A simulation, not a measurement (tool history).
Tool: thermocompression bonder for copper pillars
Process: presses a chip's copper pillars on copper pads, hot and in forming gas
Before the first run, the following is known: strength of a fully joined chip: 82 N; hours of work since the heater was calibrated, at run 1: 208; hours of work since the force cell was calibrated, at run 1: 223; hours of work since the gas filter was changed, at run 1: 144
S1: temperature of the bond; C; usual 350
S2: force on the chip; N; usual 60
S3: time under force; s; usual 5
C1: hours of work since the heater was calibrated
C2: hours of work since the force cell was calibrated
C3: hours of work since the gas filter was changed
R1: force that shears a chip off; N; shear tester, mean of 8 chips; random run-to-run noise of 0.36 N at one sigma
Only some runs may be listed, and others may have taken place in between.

run   hour   S1  S2  S3   C1   C2   C3    R1
  1    0.0  350  60   5  208  223  144  45.4
  2   11.2  350  38   5  213  228  149  36.7
  3   22.4  350  38   5  218  233  154  36.2
  4   31.0  350  60   5  222  237  158  45.6
  5   37.3  371  60   5  224  239  161  52.7
  6   45.2  371  60   5  228  243  164  52.7
  7   52.7  350  60   5  231  246  168  45.2
  8   65.3  350  45   5  237  252  173  39.3
  9   79.2  350  45   5  243  258  180  39.2
 10   91.5  350  45   5  249  264  185  39.5
 11  105.0  350  82   5  255  270  191  51.7
 12  114.2  350  56   5  259  274  195  42.8
 13  127.9  350  52   5  265  280  202  41.5
 14  136.0  350  52   5  269  284  205  42.2
 15  147.5  350  39   5  274  289  210  35.9
 16  161.5  350  60   5  280  295  217  44.2
 17  173.6  350  60   5  286  301  222  44.6
 18  182.3  350  60   5  290  305  226  44.6
 19  194.2  350  60   5  295  310  231  44.1
 20  201.0  350  60   5  298  313  234  43.8
 21  209.5  376  60   5  302  317  238  53.4
 22  218.0  344  81   3  306  321  242  41.1
 23  229.5  375  77  14  311  326  247  69.4
 24  239.9  350  60  14  316  331  252  57.9
 25  248.7  350  43   6  320  335  256  39.6
 26  255.3  350  43   6  322  338  259  39.4
 27  269.2  350  43   6  329  344  265  39.1
 28  280.8  347  70   5  334  349  270  45.5
 29  294.0  347  70   5  340  355  276  45.7
 30  301.4  361  60   5  343  358  280  48.1
 31  310.8  361  60   5  347  363  284  47.7
 32  320.3  366  87   4  352  367  288  53.5
 33  331.7  330  46   4  357  372  293  28.4
 34  343.6  350  60   4  362  377  299  40.0
 35  350.6  353  48   3  365  380  302  32.9
 36  361.8  353  48   3  370  385  307  33.3
 37  375.0  353  48   3  376  391  313  33.5
 38  380.7  350  64   5  379  394  315  44.3
 39  388.3  356  89   3  382  397  319  46.5
 40  402.4  356  89   3  389  404  325  45.9

Predict each of these 4 candidate next runs independently; none follows another, all start after run 40:
  A  413.0  333  47   4  393  409  330   ?
  B  413.0  323  54  10  393  409  330   ?
  C  413.0  356  89   4  393  409  330   ?
  D  413.0  356  44   3  393  409  330   ?

run    R1
  A  29.5
  B  40.0
  C  49.9
  D  32.6
Without the tool's hidden state the same runs would have given:
run    R1
  A  33.1
  B  44.8
  C  55.4
  D  36.4
